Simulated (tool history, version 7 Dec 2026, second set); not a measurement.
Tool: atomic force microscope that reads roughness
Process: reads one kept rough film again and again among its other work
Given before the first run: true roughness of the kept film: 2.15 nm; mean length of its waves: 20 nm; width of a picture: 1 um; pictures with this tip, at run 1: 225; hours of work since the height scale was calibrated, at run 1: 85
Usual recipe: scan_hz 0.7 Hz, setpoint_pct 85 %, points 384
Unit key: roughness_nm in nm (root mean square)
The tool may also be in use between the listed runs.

| run | hour | scan_hz | setpoint_pct | points | pictures with this tip | hours of work since the height scale was calibrated | roughness_nm |
|---|---|---|---|---|---|---|---|
| 1 | 0 | 0.7 | 85 | 384 | 225 | 85 | 1.232 |
|  | 13.9 | new tip fitted |
| 2 | 17.2 | 0.7 | 85 | 444 | 8 | 98 | 1.753 |
| 3 | 36.9 | 0.7 | 85 | 384 | 60 | 113 | 1.578 |
| 4 | 56.5 | 0.7 | 85 | 384 | 112 | 128 | 1.45 |
| 5 | 80.7 | 0.7 | 85 | 384 | 176 | 147 | 1.315 |
| 6 | 107.9 | 2.475 | 85 | 384 | 248 | 168 | 1.106 |
|  | 113.1 | new tip fitted |
| 7 | 128.1 | 2.475 | 85 | 384 | 40 | 183 | 1.543 |
| 8 | 157.4 | 2.475 | 85 | 384 | 117 | 206 | 1.364 |
| 9 | 191.2 | 2.475 | 85 | 384 | 206 | 232 | 1.201 |
| 10 | 206.6 | 0.7 | 85 | 384 | 247 | 244 | 1.208 |
|  | 211.8 | new tip fitted |
| 11 | 221.3 | 0.7 | 85 | 384 | 25 | 255 | 1.709 |
| 12 | 245.6 | 0.7 | 85 | 384 | 90 | 274 | 1.523 |
| 13 | 272.4 | 0.7 | 85 | 384 | 160 | 295 | 1.372 |
| 14 | 295.5 | 0.7 | 66 | 384 | 222 | 313 | 1.284 |
|  | 310.2 | new tip fitted |
| 15 | 311.9 | 3.023 | 65 | 384 | 4 | 325 | 1.761 |
| 16 | 336.8 | 3.023 | 65 | 384 | 70 | 344 | 1.549 |
| 17 | 360.5 | 3.791 | 87 | 280 | 133 | 363 | 1.209 |
| 18 | 384.7 | 0.697 | 69 | 280 | 197 | 381 | 1.286 |
|  | 408.6 | new tip fitted |
| 19 | 415.7 | 3.427 | 61 | 384 | 18 | 405 | 1.701 |

Forecast run 20:
| 20 | 437.9 | 3.427 | 61 | 384 | 77 | 422 | ? |

roughness_nm: 1.522 nm (root mean square)
With the hidden condition absent and the run-to-run variation left alone, this run would have shown roughness_nm 1.772 nm (root mean square).

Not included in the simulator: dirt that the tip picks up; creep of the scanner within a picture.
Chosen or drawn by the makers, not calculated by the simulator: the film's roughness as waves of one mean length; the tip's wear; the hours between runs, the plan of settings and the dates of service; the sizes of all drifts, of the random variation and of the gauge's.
